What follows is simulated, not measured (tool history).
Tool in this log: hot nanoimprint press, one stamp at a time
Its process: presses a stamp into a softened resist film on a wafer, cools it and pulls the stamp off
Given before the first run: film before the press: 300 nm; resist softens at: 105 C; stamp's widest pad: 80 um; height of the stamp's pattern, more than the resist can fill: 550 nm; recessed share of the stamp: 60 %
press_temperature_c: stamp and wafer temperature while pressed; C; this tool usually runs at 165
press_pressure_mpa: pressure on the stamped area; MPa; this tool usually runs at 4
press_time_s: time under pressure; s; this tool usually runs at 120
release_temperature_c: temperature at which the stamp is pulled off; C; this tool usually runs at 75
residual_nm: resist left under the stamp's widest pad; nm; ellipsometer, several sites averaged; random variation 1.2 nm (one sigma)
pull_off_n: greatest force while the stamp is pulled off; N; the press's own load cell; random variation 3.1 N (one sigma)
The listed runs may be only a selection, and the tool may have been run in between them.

run,hour,press_temperature_c,press_pressure_mpa,press_time_s,release_temperature_c,residual_nm,pull_off_n
1,0,165,4,120,75,149.2,171
2,60.4,165,4,120,75,150.4,169
# hour 100.9: plate thermocouple calibrated
3,106.5,165,4,199,75,151.6,184
4,168.3,165,4,199,75,150.7,188
5,211.7,165,4,120,72,176.8,211
# hour 245.9: stamp cleaned and given a new release coat
6,256.1,165,4,120,72,174.7,153
7,322.8,165,4,120,72,173.6,161
8,359.8,157,4,83,75,258.7,156
9,414.5,167,4.64,68,73,175.2,170
10,483.7,159,5.99,120,75,201.1,168
11,529.5,165,4.48,120,68,162.1,202
12,601.9,165,4,120,70,168.5,194
13,644.3,165,4,120,70,166.6,207
14,673.5,165,4.71,120,75,156.6,199

Forecast each of these 5 alternatives for the next run:
A,716.6,165,4,120,73,?,?
B,716.6,165,5.66,120,75,?,?
C,716.6,165,3.86,101,68,?,?
D,716.6,165,4,63,75,?,?
E,716.6,165,4,62,75,?,?

run,residual_nm,pull_off_n
A,167.1,203
B,144.3,193
C,179.1,219
D,203.1,200
E,201,192
Without the tool's hidden state the same runs would have given:
run,residual_nm,pull_off_n
A,177.4,152
B,153.9,145
C,189.4,163
D,213.1,150
E,210.7,144
